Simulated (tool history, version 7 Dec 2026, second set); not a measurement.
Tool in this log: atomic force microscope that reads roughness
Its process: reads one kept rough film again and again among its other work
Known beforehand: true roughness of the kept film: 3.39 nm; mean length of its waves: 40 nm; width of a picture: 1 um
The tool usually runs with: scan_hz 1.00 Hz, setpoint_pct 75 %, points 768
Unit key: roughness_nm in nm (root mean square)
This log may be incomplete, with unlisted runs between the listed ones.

| run | hour | scan_hz | setpoint_pct | points | roughness_nm |
|---|---|---|---|---|---|
| 1 | 0.0 | 1.00 | 75 | 768 | 3.008 |
| 2 | 16.8 | 1.00 | 75 | 430 | 2.992 |
| 3 | 33.3 | 1.00 | 75 | 430 | 3.008 |
| 4 | 48.4 | 1.00 | 75 | 430 | 2.995 |
| 5 | 76.0 | 1.00 | 75 | 768 | 3.000 |
| 6 | 102.6 | 1.00 | 75 | 768 | 2.976 |
| 7 | 117.6 | 1.00 | 75 | 768 | 3.007 |
| 8 | 138.3 | 1.00 | 75 | 768 | 2.996 |
| 9 | 155.9 | 1.00 | 75 | 768 | 3.015 |
| 10 | 175.9 | 1.00 | 75 | 768 | 3.005 |
|  | 182.2 | new tip fitted |
| 11 | 188.8 | 1.00 | 75 | 768 | 3.014 |
| 12 | 207.4 | 1.00 | 75 | 345 | 2.993 |
| 13 | 221.8 | 1.00 | 75 | 345 | 2.982 |
| 14 | 238.4 | 0.69 | 82 | 622 | 2.973 |
| 15 | 263.6 | 3.17 | 60 | 790 | 2.971 |
| 16 | 276.2 | 1.33 | 75 | 963 | 2.928 |
| 17 | 293.6 | 1.55 | 59 | 265 | 3.047 |
| 18 | 308.1 | 1.55 | 59 | 265 | 3.061 |
| 19 | 326.6 | 2.03 | 69 | 265 | 2.930 |
| 20 | 347.4 | 0.70 | 71 | 688 | 3.107 |
| 21 | 363.4 | 2.83 | 75 | 671 | 2.731 |
| 22 | 387.2 | 2.83 | 75 | 671 | 2.713 |

Each row is a separate what-if for the run after 22, all from the same tool condition, not one after another. Results?
| A | 413.2 | 1.30 | 75 | 768 | ? |
| B | 413.2 | 0.57 | 79 | 528 | ? |
| C | 413.2 | 0.57 | 75 | 768 | ? |
| D | 413.2 | 1.37 | 62 | 768 | ? |

| run | roughness_nm |
|---|---|
| A | 2.956 |
| B | 3.065 |
| C | 3.076 |
| D | 3.066 |
With no hidden state in the tool, these same runs would have given:
| run | roughness_nm |
|---|---|
| A | 2.964 |
| B | 3.073 |
| C | 3.085 |
| D | 3.075 |
